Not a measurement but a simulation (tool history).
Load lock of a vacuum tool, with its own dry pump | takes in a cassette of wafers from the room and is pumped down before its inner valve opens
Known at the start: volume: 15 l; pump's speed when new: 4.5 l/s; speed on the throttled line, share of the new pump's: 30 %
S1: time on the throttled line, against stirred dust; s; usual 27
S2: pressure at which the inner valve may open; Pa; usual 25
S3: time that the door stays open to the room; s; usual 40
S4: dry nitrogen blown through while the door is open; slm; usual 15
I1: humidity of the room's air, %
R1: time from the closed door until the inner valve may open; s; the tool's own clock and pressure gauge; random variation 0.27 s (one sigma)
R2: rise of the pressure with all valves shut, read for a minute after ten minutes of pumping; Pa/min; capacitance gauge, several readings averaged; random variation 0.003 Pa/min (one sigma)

Run 1, hour 0: usual settings; I1 45.9. Result: R1 47.2 s, R2 0.196 Pa/min.
Run 2, hour 81.9: usual settings but S2 33 Pa; I1 45.1. Result: R1 46.3 s, R2 0.201 Pa/min.
Run 3, hour 161.9: usual settings but S2 33 Pa; I1 44.5. Result: R1 46.5 s, R2 0.199 Pa/min.
Run 4, hour 241.9: usual settings but S2 33 Pa; I1 42.5. Result: R1 45.9 s, R2 0.194 Pa/min.
Run 5, hour 347.9: usual settings but S1 42 s, S2 33 Pa; I1 46.9. Result: R1 56.6 s, R2 0.205 Pa/min.
Run 6, hour 403.9: usual settings but S1 42 s, S2 33 Pa; I1 47.5. Result: R1 56.5 s, R2 0.212 Pa/min.
Run 7, hour 489.6: usual settings; I1 41.5. Result: R1 47 s, R2 0.194 Pa/min.
Run 8, hour 546.4: usual settings; I1 45.7. Result: R1 47 s, R2 0.203 Pa/min.
Run 9, hour 667.1: usual settings but S3 188 s; I1 46.2. Result: R1 47.2 s, R2 0.313 Pa/min.
Run 10, hour 741.8: usual settings; I1 43.6. Result: R1 47.5 s, R2 0.209 Pa/min.
Run 11, hour 809.7: usual settings but S2 32 Pa; I1 46.1. Result: R1 46.3 s, R2 0.21 Pa/min.
Run 12, hour 874.8: usual settings; I1 43.3. Result: R1 47.4 s, R2 0.216 Pa/min.
Run 13, hour 995.5: usual settings; I1 46.4. Result: R1 47.6 s, R2 0.217 Pa/min.
Run 14, hour 1091.9: usual settings; I1 45.3. Result: R1 47.7 s, R2 0.222 Pa/min.
Run 15, hour 1179.5: usual settings; I1 46.2. Result: R1 47.9 s, R2 0.223 Pa/min.
Run 16, hour 1288.8: usual settings; I1 44.9. Result: R1 47.3 s, R2 0.223 Pa/min.
Run 17, hour 1339.2: usual settings; I1 48.6. Result: R1 47.4 s, R2 0.228 Pa/min.
Run 18, hour 1398.4: usual settings but S3 124 s; I1 44.7. Result: R1 47.5 s, R2 0.285 Pa/min.
Run 19, hour 1470.2: usual settings but S3 124 s; I1 42.4. Result: R1 47.5 s, R2 0.277 Pa/min.
Run 20, hour 1555.4: usual settings but S1 40 s, S2 24 Pa, S3 33 s, S4 5 slm; I1 40.1. Result: R1 56.1 s, R2 0.231 Pa/min.
Run 21, hour 1623.1: usual settings but S1 40 s, S2 24 Pa, S3 33 s, S4 5 slm; I1 46.7. Result: R1 56.7 s, R2 0.245 Pa/min.
Run 22, hour 1677: usual settings but S1 14 s, S2 21 Pa, S3 86 s, S4 29 slm; I1 43.8. Result: R1 39.4 s, R2 0.239 Pa/min.
Run 23, hour 1747.6: usual settings but S1 34 s, S2 29 Pa; I1 48. Result: R1 52.2 s, R2 0.23 Pa/min.
Run 24, hour 1830.3: usual settings but S1 54 s, S2 29 Pa, S3 46 s, S4 5 slm; I1 46.9. Result: R1 65.4 s, R2 0.267 Pa/min.
Run 25, hour 1909.6: usual settings but S1 54 s, S2 29 Pa, S3 46 s, S4 5 slm; I1 46.1. Result: R1 65.7 s, R2 0.262 Pa/min.
Run 26, hour 1991.3: usual settings but S1 54 s, S2 29 Pa, S3 46 s, S4 5 slm; I1 45. Result: R1 65.9 s, R2 0.256 Pa/min.
Run 27, hour 2097.5: usual settings but S2 34 Pa; I1 44.6. Result: R1 45.9 s, R2 0.235 Pa/min.
Run 28, hour 2162.6: usual settings but S1 33 s, S2 19 Pa, S3 26 s; I1 47. Result: R1 52.3 s, R2 0.228 Pa/min.
Run 29, hour 2225.6: usual settings but S1 33 s, S2 37 Pa; I1 43.6. Result: R1 51 s, R2 0.228 Pa/min.
Run 30, hour 2319.4: usual settings but S1 26 s, S2 37 Pa; I1 43.3. Result: R1 45.3 s, R2 0.24 Pa/min.
Run 31, hour 2369.9: usual settings but S1 48 s, S4 39 slm; I1 43.5. Result: R1 62.5 s, R2 0.218 Pa/min.
Run 32, hour 2478.4: usual settings but S1 48 s, S3 28 s, S4 39 slm; I1 47.2. Result: R1 62.2 s, R2 0.219 Pa/min.
Run 33, hour 2568: usual settings but S1 30 s, S2 41 Pa, S3 28 s, S4 8 slm; I1 44.6. Result: R1 47.9 s, R2 0.241 Pa/min.
Run 34, hour 2653.7: usual settings but S1 18 s, S2 21 Pa, S3 44 s, S4 8 slm; I1 46.4. Result: R1 42.1 s, R2 0.254 Pa/min.
Run 35, hour 2715.9: usual settings but S1 18 s, S2 21 Pa, S3 44 s, S4 8 slm; I1 45.1. Result: R1 42.3 s, R2 0.262 Pa/min.
Run 36, hour 2786.6: usual settings but S1 17 s, S2 31 Pa, S3 35 s, S4 5 slm; I1 46.2. Result: R1 40.3 s, R2 0.26 Pa/min.
Run 37, hour 2858.5: usual settings but S1 17 s, S2 31 Pa, S3 35 s, S4 5 slm; I1 44.1. Result: R1 40.4 s, R2 0.259 Pa/min.

Some steps in R1 between neighbouring runs. How much of each would the tool show without its hidden state too (settings, what came in, random variation), and how much is left for the hidden state, with any gauge scatter that isn't in both results?
The hidden state here: pump's speed, % of a new pump's; leak at the door's seal, Pa l/s; drift of the gauge itself on ready_s, %; drift of the gauge itself on rise_pa_min, %.
Run 21 -> 22: S1 40 -> 14, S2 24 -> 21, S3 33 -> 86, S4 5 -> 29. R1 -17.3 s: hidden state +0.3, all else -17.6.
Run 26 -> 27: S1 54 -> 27, S2 29 -> 34, S3 46 -> 40, S4 5 -> 15. R1 -20 s: hidden state +0.3, all else -20.3.
Run 30 -> 31: S1 26 -> 48, S2 37 -> 25, S4 15 -> 39. R1 +17.2 s: hidden state -0.2, all else +17.4.
Run 33 -> 34: S1 30 -> 18, S2 41 -> 21, S3 28 -> 44. R1 -5.8 s: hidden state +0.3, all else -6.1.
